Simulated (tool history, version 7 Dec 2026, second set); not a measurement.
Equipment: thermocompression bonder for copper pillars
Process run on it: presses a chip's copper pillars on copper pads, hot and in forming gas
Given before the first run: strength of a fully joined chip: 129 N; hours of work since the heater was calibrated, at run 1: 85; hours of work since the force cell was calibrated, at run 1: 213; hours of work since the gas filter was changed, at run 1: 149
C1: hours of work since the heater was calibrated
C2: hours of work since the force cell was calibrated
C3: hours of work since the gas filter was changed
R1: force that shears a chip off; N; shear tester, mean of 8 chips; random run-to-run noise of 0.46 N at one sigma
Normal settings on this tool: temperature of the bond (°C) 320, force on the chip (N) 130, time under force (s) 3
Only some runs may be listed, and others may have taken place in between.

run 1 hour=0.0 | temperature_of_the_bond_(°C)=320 force_on_the_chip_(N)=130 time_under_force_(s)=3 | C1=85 C2=213 C3=149 | R1=51.6
-- hour=5.3 forming gas filter changed
run 2 hour=9.7 | temperature_of_the_bond_(°C)=320 force_on_the_chip_(N)=130 time_under_force_(s)=3 | C1=92 C2=220 C3=3 | R1=53.3
run 3 hour=25.7 | temperature_of_the_bond_(°C)=320 force_on_the_chip_(N)=130 time_under_force_(s)=3 | C1=105 C2=233 C3=16 | R1=52.8
run 4 hour=39.3 | temperature_of_the_bond_(°C)=320 force_on_the_chip_(N)=130 time_under_force_(s)=3 | C1=115 C2=243 C3=27 | R1=52.3
run 5 hour=53.3 | temperature_of_the_bond_(°C)=320 force_on_the_chip_(N)=130 time_under_force_(s)=3 | C1=126 C2=254 C3=38 | R1=52.6
run 6 hour=61.8 | temperature_of_the_bond_(°C)=320 force_on_the_chip_(N)=130 time_under_force_(s)=3 | C1=133 C2=261 C3=44 | R1=51.8
run 7 hour=80.7 | temperature_of_the_bond_(°C)=320 force_on_the_chip_(N)=130 time_under_force_(s)=3 | C1=148 C2=276 C3=59 | R1=52.8
run 8 hour=96.2 | temperature_of_the_bond_(°C)=320 force_on_the_chip_(N)=187 time_under_force_(s)=3 | C1=160 C2=288 C3=71 | R1=63.3
run 9 hour=108.0 | temperature_of_the_bond_(°C)=320 force_on_the_chip_(N)=115 time_under_force_(s)=3 | C1=169 C2=297 C3=80 | R1=47.7
run 10 hour=118.0 | temperature_of_the_bond_(°C)=320 force_on_the_chip_(N)=150 time_under_force_(s)=3 | C1=177 C2=305 C3=88 | R1=56.2
run 11 hour=135.1 | temperature_of_the_bond_(°C)=320 force_on_the_chip_(N)=150 time_under_force_(s)=3 | C1=190 C2=318 C3=102 | R1=55.4
run 12 hour=151.0 | temperature_of_the_bond_(°C)=344 force_on_the_chip_(N)=116 time_under_force_(s)=3 | C1=203 C2=331 C3=114 | R1=63.5
run 13 hour=159.3 | temperature_of_the_bond_(°C)=294 force_on_the_chip_(N)=110 time_under_force_(s)=7 | C1=209 C2=337 C3=121 | R1=44.9
run 14 hour=169.1 | temperature_of_the_bond_(°C)=320 force_on_the_chip_(N)=138 time_under_force_(s)=3 | C1=217 C2=345 C3=128 | R1=52.5
run 15 hour=182.6 | temperature_of_the_bond_(°C)=343 force_on_the_chip_(N)=161 time_under_force_(s)=7 | C1=228 C2=356 C3=139 | R1=92.5
-- hour=185.9 force cell calibrated
run 16 hour=199.1 | temperature_of_the_bond_(°C)=316 force_on_the_chip_(N)=161 time_under_force_(s)=7 | C1=239 C2=10 C3=151 | R1=73.1
-- hour=201.3 forming gas filter changed
run 17 hour=215.3 | temperature_of_the_bond_(°C)=316 force_on_the_chip_(N)=161 time_under_force_(s)=7 | C1=252 C2=23 C3=11 | R1=76.7
-- hour=218.0 force cell calibrated, once more
run 18 hour=228.3 | temperature_of_the_bond_(°C)=328 force_on_the_chip_(N)=170 time_under_force_(s)=3 | C1=261 C2=8 C3=20 | R1=66.2
run 19 hour=248.1 | temperature_of_the_bond_(°C)=310 force_on_the_chip_(N)=117 time_under_force_(s)=3 | C1=276 C2=24 C3=36 | R1=42.1
run 20 hour=265.3 | temperature_of_the_bond_(°C)=297 force_on_the_chip_(N)=102 time_under_force_(s)=8 | C1=290 C2=37 C3=49 | R1=47.4
run 21 hour=276.4 | temperature_of_the_bond_(°C)=324 force_on_the_chip_(N)=92 time_under_force_(s)=8 | C1=298 C2=46 C3=58 | R1=62.6
run 22 hour=288.4 | temperature_of_the_bond_(°C)=324 force_on_the_chip_(N)=92 time_under_force_(s)=8 | C1=308 C2=55 C3=67 | R1=61.3

Predict each of these 3 candidate next runs independently; none follows another, all start after run 22:
run A hour=307.8 | temperature_of_the_bond_(°C)=320 force_on_the_chip_(N)=114 time_under_force_(s)=3 | C1=323 C2=70 C3=82 | R1=?
run B hour=307.8 | temperature_of_the_bond_(°C)=314 force_on_the_chip_(N)=92 time_under_force_(s)=8 | C1=323 C2=70 C3=82 | R1=?
run C hour=307.8 | temperature_of_the_bond_(°C)=305 force_on_the_chip_(N)=191 time_under_force_(s)=9 | C1=323 C2=70 C3=82 | R1=?

run=A R1=46.4
run=B R1=54.5
run=C R1=75.1
With the hidden condition removed and each run's random variation left untouched, the same runs would have given:
run=A R1=49.3
run=B R1=57.8
run=C R1=79.2

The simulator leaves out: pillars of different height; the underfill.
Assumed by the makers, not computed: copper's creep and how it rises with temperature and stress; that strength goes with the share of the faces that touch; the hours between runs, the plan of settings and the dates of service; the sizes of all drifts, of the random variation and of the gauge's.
